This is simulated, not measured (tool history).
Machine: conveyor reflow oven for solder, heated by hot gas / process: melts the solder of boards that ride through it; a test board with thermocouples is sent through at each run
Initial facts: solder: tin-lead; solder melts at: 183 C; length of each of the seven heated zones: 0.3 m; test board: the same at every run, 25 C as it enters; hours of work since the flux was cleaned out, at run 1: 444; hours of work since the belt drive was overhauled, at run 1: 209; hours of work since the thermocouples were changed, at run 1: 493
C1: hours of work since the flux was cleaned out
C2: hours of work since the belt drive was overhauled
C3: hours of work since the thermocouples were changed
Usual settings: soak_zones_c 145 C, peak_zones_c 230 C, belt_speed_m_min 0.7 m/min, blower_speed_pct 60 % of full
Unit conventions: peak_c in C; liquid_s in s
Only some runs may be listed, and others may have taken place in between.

Run 1, hour 0: usual settings; C1 444; C2 209; C3 493. Result: peak_c 210.1 C, liquid_s 35.4 s.
Run 2, hour 12.6: usual settings; C1 451; C2 216; C3 500. Result: peak_c 210.1 C, liquid_s 35.1 s.
Run 3, hour 31.7: usual settings but peak_zones_c 220 C; C1 462; C2 227; C3 510. Result: peak_c 202.1 C, liquid_s 29.3 s.
Run 4, hour 44.8: usual settings but peak_zones_c 220 C; C1 469; C2 234; C3 517. Result: peak_c 202.3 C, liquid_s 29.5 s.
Run 5, hour 54.5: usual settings but peak_zones_c 220 C; C1 474; C2 239; C3 522. Result: peak_c 201.8 C, liquid_s 28.9 s.
Run 6, hour 71.5: usual settings but peak_zones_c 228 C; C1 483; C2 248; C3 532. Result: peak_c 208.5 C, liquid_s 34.5 s.
Run 7, hour 89.2: usual settings but peak_zones_c 228 C; C1 493; C2 258; C3 541. Result: peak_c 208.5 C, liquid_s 34.4 s.
At hour 95.3: flux residue cleaned out of gas plates and filters.
Run 8, hour 103: usual settings but peak_zones_c 228 C; C1 4; C2 263; C3 546. Result: peak_c 210.6 C, liquid_s 36.2 s.
Run 9, hour 111.9: usual settings; C1 9; C2 268; C3 551. Result: peak_c 212.2 C, liquid_s 37.1 s.
Run 10, hour 125.2: usual settings but blower_speed_pct 56 % of full; C1 16; C2 275; C3 558. Result: peak_c 210.6 C, liquid_s 36 s.
Run 11, hour 144.8: usual settings; C1 27; C2 285; C3 569. Result: peak_c 212.1 C, liquid_s 37.5 s.
Run 12, hour 156.7: usual settings; C1 33; C2 292; C3 575. Result: peak_c 212.2 C, liquid_s 37 s.
Run 13, hour 165.8: usual settings; C1 38; C2 297; C3 580. Result: peak_c 212.5 C, liquid_s 37.1 s.
Run 14, hour 180.7: usual settings; C1 47; C2 305; C3 588. Result: peak_c 212.2 C, liquid_s 37.2 s.
Run 15, hour 200.9: usual settings; C1 58; C2 316; C3 599. Result: peak_c 211.8 C, liquid_s 37.2 s.
Run 16, hour 216.6: usual settings but belt_speed_m_min 0.774 m/min; C1 66; C2 325; C3 608. Result: peak_c 208.6 C, liquid_s 30.9 s.
Run 17, hour 231.8: usual settings but belt_speed_m_min 0.567 m/min, blower_speed_pct 66 % of full; C1 74; C2 333; C3 616. Result: peak_c 220.1 C, liquid_s 52.5 s.
Run 18, hour 243.6: usual settings but belt_speed_m_min 0.72 m/min, blower_speed_pct 59 % of full; C1 81; C2 339; C3 623. Result: peak_c 210.7 C, liquid_s 34.8 s.
Run 19, hour 263.8: usual settings but soak_zones_c 153 C, peak_zones_c 235 C, belt_speed_m_min 0.573 m/min, blower_speed_pct 87 % of full; C1 92; C2 350; C3 634. Result: peak_c 229 C, liquid_s 59.1 s.
Run 20, hour 274.9: usual settings but belt_speed_m_min 0.768 m/min; C1 98; C2 356; C3 640. Result: peak_c 208.9 C, liquid_s 31.3 s.
Run 21, hour 292.5: usual settings but soak_zones_c 133 C, belt_speed_m_min 0.676 m/min, blower_speed_pct 88 % of full; C1 107; C2 366; C3 649. Result: peak_c 218.7 C, liquid_s 40.4 s.
Run 22, hour 312.8: usual settings but soak_zones_c 134 C, belt_speed_m_min 0.679 m/min, blower_speed_pct 58 % of full; C1 119; C2 377; C3 660. Result: peak_c 209.6 C, liquid_s 34 s.
Run 23, hour 324.5: usual settings but soak_zones_c 150 C; C1 125; C2 383; C3 667. Result: peak_c 213 C, liquid_s 39.3 s.
Run 24, hour 344.1: usual settings but soak_zones_c 150 C; C1 136; C2 394; C3 677. Result: peak_c 213 C, liquid_s 39.2 s.
Run 25, hour 356.4: usual settings but soak_zones_c 150 C, blower_speed_pct 77 % of full; C1 142; C2 401; C3 684. Result: peak_c 217.8 C, liquid_s 42.5 s.
Run 26, hour 367.4: usual settings but soak_zones_c 150 C, blower_speed_pct 77 % of full; C1 148; C2 407; C3 690. Result: peak_c 217.7 C, liquid_s 42.4 s.
Run 27, hour 380.5: usual settings but soak_zones_c 156 C, peak_zones_c 244 C, belt_speed_m_min 0.752 m/min; C1 155; C2 414; C3 697. Result: peak_c 223.3 C, liquid_s 42.8 s.
Run 28, hour 392.3: usual settings but soak_zones_c 156 C, peak_zones_c 244 C, belt_speed_m_min 0.752 m/min; C1 162; C2 420; C3 704. Result: peak_c 223.3 C, liquid_s 43 s.
Run 29, hour 406.8: usual settings but soak_zones_c 158 C, peak_zones_c 228 C, belt_speed_m_min 0.621 m/min, blower_speed_pct 57 % of full; C1 170; C2 428; C3 712. Result: peak_c 215.6 C, liquid_s 49.6 s.
Run 30, hour 416.9: usual settings but soak_zones_c 156 C, peak_zones_c 229 C, belt_speed_m_min 0.719 m/min; C1 175; C2 434; C3 717. Result: peak_c 212.7 C, liquid_s 39.8 s.

Hidden state or all else? Some run-to-run changes of peak_c, split into what the settings, what came in and random variation would give without the hidden state, and what is left for the hidden state (with any gauge scatter that isn't in both results):
What the log doesn't record here: heat that the gas passes to the board, % of a clean oven's; belt's true speed, % of the reading; true gas temperature in zones 6 and 7 over the reading, C; drift of the gauge itself on peak_c, C; drift of the gauge itself on liquid_s, %.
Run 1 -> 2: nothing adjusted, nothing logged. peak_c +0 C: hidden state +0.1, all else -0.1.
Run 7 -> 8: flux residue cleaned out of gas plates and filters. peak_c +2.1 C: hidden state +2.1, all else +0.
Run 16 -> 17: belt_speed_m_min 0.774 -> 0.567, blower_speed_pct 60 -> 66. peak_c +11.5 C: hidden state +0.1, all else +11.4.
Run 18 -> 19: soak_zones_c 145 -> 153, peak_zones_c 230 -> 235, belt_speed_m_min 0.72 -> 0.573, blower_speed_pct 59 -> 87. peak_c +18.3 C: hidden state +0, all else +18.3.
Run 19 -> 20: soak_zones_c 153 -> 145, peak_zones_c 235 -> 230, belt_speed_m_min 0.573 -> 0.768, blower_speed_pct 87 -> 60. peak_c -20.1 C: hidden state +0, all else -20.1.
Run 28 -> 29: soak_zones_c 156 -> 158, peak_zones_c 244 -> 228, belt_speed_m_min 0.752 -> 0.621, blower_speed_pct 60 -> 57. peak_c -7.7 C: hidden state +0.2, all else -7.9.
